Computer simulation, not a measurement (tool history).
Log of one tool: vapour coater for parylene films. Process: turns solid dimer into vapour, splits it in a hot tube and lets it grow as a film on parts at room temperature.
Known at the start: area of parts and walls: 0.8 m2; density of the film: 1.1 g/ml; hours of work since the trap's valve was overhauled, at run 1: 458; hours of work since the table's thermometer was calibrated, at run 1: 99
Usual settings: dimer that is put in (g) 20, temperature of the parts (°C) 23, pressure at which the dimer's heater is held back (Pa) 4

run,day,dimer that is put in (g),temperature of the parts (°C),pressure at which the dimer's heater is held back (Pa),hours of work since the trap's valve was overhauled,hours of work since the table's thermometer was calibrated,thickness of the film (nm)
1,0,20,23,4,458,99,16140
2,0.671,20,23,4,467,108,16080
3,0.979,20,23,4,471,112,16250
4,1.408,20,21,4,477,118,17210
5,2.017,20,30,4,485,126,12550
6,2.492,20,30,4,492,133,12440
7,2.842,20,23,4,496,138,16090
8,3.362,20,23,4,504,145,16110
9,3.896,20,20,4,511,152,17800
10,4.212,20,20,4,515,156,17720
11,4.708,26,23,4,522,163,20730
12,5.071,26,23,4,527,168,20870
13,5.671,26,23,4,535,176,20680
# day 6.171: trap's valve overhauled
14,6.325,20,23,4,2,183,16020
15,6.833,20,23,4,9,190,15990
16,7.267,22,23,4,15,196,17540
17,7.808,22,23,4,22,203,17340
18,8.296,22,23,4,29,210,17470
19,8.992,22,23,4,39,219,17490
20,9.342,22,23,4,43,224,17340
# day 9.792: gauge calibrated
21,9.896,22,23,4,51,232,17780
22,10.508,22,33,4,59,240,12500
23,10.842,20,23,5.16,64,245,15370
24,11.342,20,23,5.16,71,252,15300
25,11.758,16,17,4,77,257,15930
26,12.304,16,17,4,84,265,16100
27,12.638,25,16,4,89,269,25780
28,12.996,25,16,4,93,274,25720
29,13.354,25,16,4,98,279,25690
30,13.871,15,29,4,105,286,9640
31,14.467,15,29,4,114,294,9690
32,14.867,15,29,3.34,119,300,10070
33,15.233,15,29,3.34,124,305,10080
34,15.9,15,29,3.34,133,314,9980
35,16.367,15,29,3.34,140,321,10000
36,16.704,15,29,3.34,144,325,10060

Forecast each of these 3 alternatives for the next run:
A,17.225,18,29,8.94,151,332,?
B,17.225,31,34,10.27,151,332,?
C,17.225,15,31,3.34,151,332,?

run,thickness of the film (nm)
A,9660
B,13470
C,9290
Without the tool's hidden state the same runs would have given:
run,thickness of the film (nm)
A,9890
B,13790
C,9510

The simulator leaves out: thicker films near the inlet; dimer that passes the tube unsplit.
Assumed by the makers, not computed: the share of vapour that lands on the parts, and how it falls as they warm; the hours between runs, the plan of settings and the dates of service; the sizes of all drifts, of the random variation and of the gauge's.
